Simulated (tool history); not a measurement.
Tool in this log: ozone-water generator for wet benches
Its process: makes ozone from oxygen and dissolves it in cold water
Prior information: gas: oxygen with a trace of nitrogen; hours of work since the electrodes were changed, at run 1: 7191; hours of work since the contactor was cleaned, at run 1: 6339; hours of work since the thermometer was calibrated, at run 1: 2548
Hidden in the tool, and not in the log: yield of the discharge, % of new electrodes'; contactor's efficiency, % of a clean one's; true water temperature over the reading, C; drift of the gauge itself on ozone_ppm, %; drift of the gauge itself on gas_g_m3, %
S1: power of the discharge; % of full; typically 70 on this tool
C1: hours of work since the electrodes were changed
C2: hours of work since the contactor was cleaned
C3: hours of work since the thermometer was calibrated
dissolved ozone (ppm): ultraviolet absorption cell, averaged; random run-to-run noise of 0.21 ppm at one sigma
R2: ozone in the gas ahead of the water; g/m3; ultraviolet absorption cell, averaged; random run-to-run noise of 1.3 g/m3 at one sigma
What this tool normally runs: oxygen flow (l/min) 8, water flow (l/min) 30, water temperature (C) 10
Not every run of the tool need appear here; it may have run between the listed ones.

run 1 hour=0 | S1=70 oxygen_flow_(l/min)=8 water_flow_(l/min)=30 water_temperature_(C)=10 | C1=7191 C2=6339 C3=2548 | dissolved_ozone_(ppm)=27.4 R2=214.8
run 2 hour=108.3 | S1=70 oxygen_flow_(l/min)=8 water_flow_(l/min)=30 water_temperature_(C)=10 | C1=7299 C2=6447 C3=2656 | dissolved_ozone_(ppm)=27.1 R2=213.5
-- hour=232.1 contactor cleaned
run 3 hour=234.6 | S1=42 oxygen_flow_(l/min)=8 water_flow_(l/min)=30 water_temperature_(C)=10 | C1=7420 C2=2 C3=2778 | dissolved_ozone_(ppm)=18.4 R2=148.1
run 4 hour=315.9 | S1=42 oxygen_flow_(l/min)=8 water_flow_(l/min)=30 water_temperature_(C)=10 | C1=7501 C2=83 C3=2858 | dissolved_ozone_(ppm)=18.5 R2=147.7
run 5 hour=486.1 | S1=42 oxygen_flow_(l/min)=8 water_flow_(l/min)=31 water_temperature_(C)=10 | C1=7670 C2=252 C3=3028 | dissolved_ozone_(ppm)=17.7 R2=146
run 6 hour=621 | S1=42 oxygen_flow_(l/min)=8 water_flow_(l/min)=31 water_temperature_(C)=10 | C1=7804 C2=386 C3=3162 | dissolved_ozone_(ppm)=17.7 R2=144.6
run 7 hour=768 | S1=42 oxygen_flow_(l/min)=8 water_flow_(l/min)=31 water_temperature_(C)=10 | C1=7950 C2=533 C3=3308 | dissolved_ozone_(ppm)=17.9 R2=145.2
run 8 hour=923.4 | S1=42 oxygen_flow_(l/min)=8 water_flow_(l/min)=31 water_temperature_(C)=10 | C1=8105 C2=687 C3=3462 | dissolved_ozone_(ppm)=17.7 R2=147
run 9 hour=1069.9 | S1=42 oxygen_flow_(l/min)=8 water_flow_(l/min)=31 water_temperature_(C)=10 | C1=8250 C2=832 C3=3608 | dissolved_ozone_(ppm)=17.8 R2=147.2
-- hour=1168.2 contactor cleaned, once more
run 10 hour=1243.7 | S1=42 oxygen_flow_(l/min)=8 water_flow_(l/min)=31 water_temperature_(C)=10 | C1=8419 C2=75 C3=3776 | dissolved_ozone_(ppm)=18.6 R2=145.5
run 11 hour=1407.9 | S1=42 oxygen_flow_(l/min)=14.31 water_flow_(l/min)=24 water_temperature_(C)=15 | C1=8582 C2=238 C3=3940 | dissolved_ozone_(ppm)=18.3 R2=99.5
run 12 hour=1566.1 | S1=70 oxygen_flow_(l/min)=6.75 water_flow_(l/min)=30 water_temperature_(C)=16 | C1=8739 C2=395 C3=4097 | dissolved_ozone_(ppm)=25.3 R2=231.8
-- hour=1582.9 water thermometer calibrated
run 13 hour=1755.1 | S1=70 oxygen_flow_(l/min)=13.39 water_flow_(l/min)=30 water_temperature_(C)=10 | C1=8927 C2=583 C3=171 | dissolved_ozone_(ppm)=25.3 R2=148.7
run 14 hour=1849.3 | S1=70 oxygen_flow_(l/min)=5.38 water_flow_(l/min)=33 water_temperature_(C)=10 | C1=9020 C2=676 C3=265 | dissolved_ozone_(ppm)=24.5 R2=268.6
run 15 hour=2048.9 | S1=70 oxygen_flow_(l/min)=8 water_flow_(l/min)=30 water_temperature_(C)=8 | C1=9218 C2=875 C3=463 | dissolved_ozone_(ppm)=27.6 R2=205.9
run 16 hour=2129.4 | S1=70 oxygen_flow_(l/min)=8 water_flow_(l/min)=30 water_temperature_(C)=8 | C1=9298 C2=955 C3=543 | dissolved_ozone_(ppm)=27.1 R2=206.9
run 17 hour=2323.2 | S1=79 oxygen_flow_(l/min)=6.71 water_flow_(l/min)=24 water_temperature_(C)=10 | C1=9491 C2=1147 C3=736 | dissolved_ozone_(ppm)=34.6 R2=249.4
run 18 hour=2443 | S1=70 oxygen_flow_(l/min)=4.46 water_flow_(l/min)=30 water_temperature_(C)=10 | C1=9610 C2=1266 C3=855 | dissolved_ozone_(ppm)=25.8 R2=297.3

Alternative continuations, all from the tool just after run 18; predict every row:
run A hour=2604 | S1=58 oxygen_flow_(l/min)=10.19 water_flow_(l/min)=30 water_temperature_(C)=10 | C1=9770 C2=1426 C3=1015 | dissolved_ozone_(ppm)=? R2=?
run B hour=2604 | S1=84 oxygen_flow_(l/min)=7.2 water_flow_(l/min)=30 water_temperature_(C)=6 | C1=9770 C2=1426 C3=1015 | dissolved_ozone_(ppm)=? R2=?
run C hour=2604 | S1=44 oxygen_flow_(l/min)=4.97 water_flow_(l/min)=30 water_temperature_(C)=10 | C1=9770 C2=1426 C3=1015 | dissolved_ozone_(ppm)=? R2=?
run D hour=2604 | S1=70 oxygen_flow_(l/min)=4.46 water_flow_(l/min)=31 water_temperature_(C)=10 | C1=9770 C2=1426 C3=1015 | dissolved_ozone_(ppm)=? R2=?
run E hour=2604 | S1=81 oxygen_flow_(l/min)=4.46 water_flow_(l/min)=20 water_temperature_(C)=9 | C1=9770 C2=1426 C3=1015 | dissolved_ozone_(ppm)=? R2=?

run=A dissolved_ozone_(ppm)=22.8 R2=152.2
run=B dissolved_ozone_(ppm)=31.3 R2=247.5
run=C dissolved_ozone_(ppm)=18.9 R2=201.7
run=D dissolved_ozone_(ppm)=25.2 R2=298.5
run=E dissolved_ozone_(ppm)=41.4 R2=328.2
Take away the tool's hidden state, keep each run's random variation, and the runs would have read:
run=A dissolved_ozone_(ppm)=26.6 R2=176.1
run=B dissolved_ozone_(ppm)=38.2 R2=300.3
run=C dissolved_ozone_(ppm)=21.3 R2=225.4
run=D dissolved_ozone_(ppm)=30.1 R2=353.8
run=E dissolved_ozone_(ppm)=50.2 R2=396.5

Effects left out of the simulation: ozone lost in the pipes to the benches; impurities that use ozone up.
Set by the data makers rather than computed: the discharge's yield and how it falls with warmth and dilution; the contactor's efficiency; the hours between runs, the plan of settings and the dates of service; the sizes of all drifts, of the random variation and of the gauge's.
